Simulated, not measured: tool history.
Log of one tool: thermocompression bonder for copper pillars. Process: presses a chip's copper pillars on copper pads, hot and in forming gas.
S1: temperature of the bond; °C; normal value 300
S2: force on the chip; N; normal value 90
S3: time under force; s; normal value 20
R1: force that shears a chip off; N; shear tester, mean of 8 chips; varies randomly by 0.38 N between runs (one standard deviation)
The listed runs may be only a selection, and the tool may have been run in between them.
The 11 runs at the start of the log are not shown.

| run | hour | S1 | S2 | S3 | R1 |
|---|---|---|---|---|---|
| 12 | 140.3 | 300 | 90 | 12 | 90.3 |
| 13 | 148.3 | 300 | 90 | 12 | 90.4 |
| 14 | 161.8 | 300 | 82 | 20 | 98.2 |
| 15 | 173.7 | 300 | 100 | 20 | 108.8 |
| 16 | 187.2 | 300 | 100 | 20 | 109.8 |
| 17 | 202.2 | 300 | 57 | 20 | 77.0 |
| 18 | 218.6 | 300 | 57 | 20 | 77.1 |
| 19 | 228.7 | 300 | 57 | 20 | 78.0 |
| 20 | 239.0 | 300 | 119 | 20 | 118.6 |
| 21 | 246.9 | 300 | 94 | 16 | 100.8 |
| 22 | 254.4 | 299 | 92 | 20 | 104.7 |
| 23 | 262.4 | 300 | 66 | 35 | 99.2 |
| 24 | 270.8 | 300 | 66 | 35 | 100.2 |
| 25 | 278.3 | 330 | 90 | 20 | 117.9 |
| 26 | 294.3 | 295 | 63 | 26 | 87.5 |
| 27 | 311.5 | 270 | 92 | 22 | 91.0 |
| 28 | 319.5 | 300 | 90 | 38 | 119.1 |
| 29 | 327.0 | 317 | 98 | 20 | 116.4 |
| 30 | 335.7 | 317 | 98 | 20 | 116.4 |
| 31 | 348.1 | 300 | 107 | 14 | 105.2 |
| 32 | 358.4 | 300 | 107 | 14 | 105.5 |
| 33 | 368.3 | 311 | 107 | 35 | 128.8 |
| 34 | 383.1 | 311 | 107 | 35 | 127.9 |
| 35 | 390.8 | 300 | 104 | 20 | 112.3 |
|  | 398.2 | gauge calibrated |
| 36 | 399.9 | 271 | 86 | 17 | 79.1 |

Branching from run 36: 4 alternative next runs. What would each branch give?
| A | 408.2 | 307 | 65 | 43 | ? |
| B | 408.2 | 271 | 112 | 17 | ? |
| C | 408.2 | 271 | 80 | 59 | ? |
| D | 408.2 | 277 | 117 | 38 | ? |

| run | R1 |
|---|---|
| A | 107.0 |
| B | 95.1 |
| C | 106.9 |
| D | 118.2 |
Stripped of hidden state, with their random variation kept, the same runs would have yielded:
| run | R1 |
|---|---|
| A | 106.9 |
| B | 95.0 |
| C | 106.9 |
| D | 118.2 |
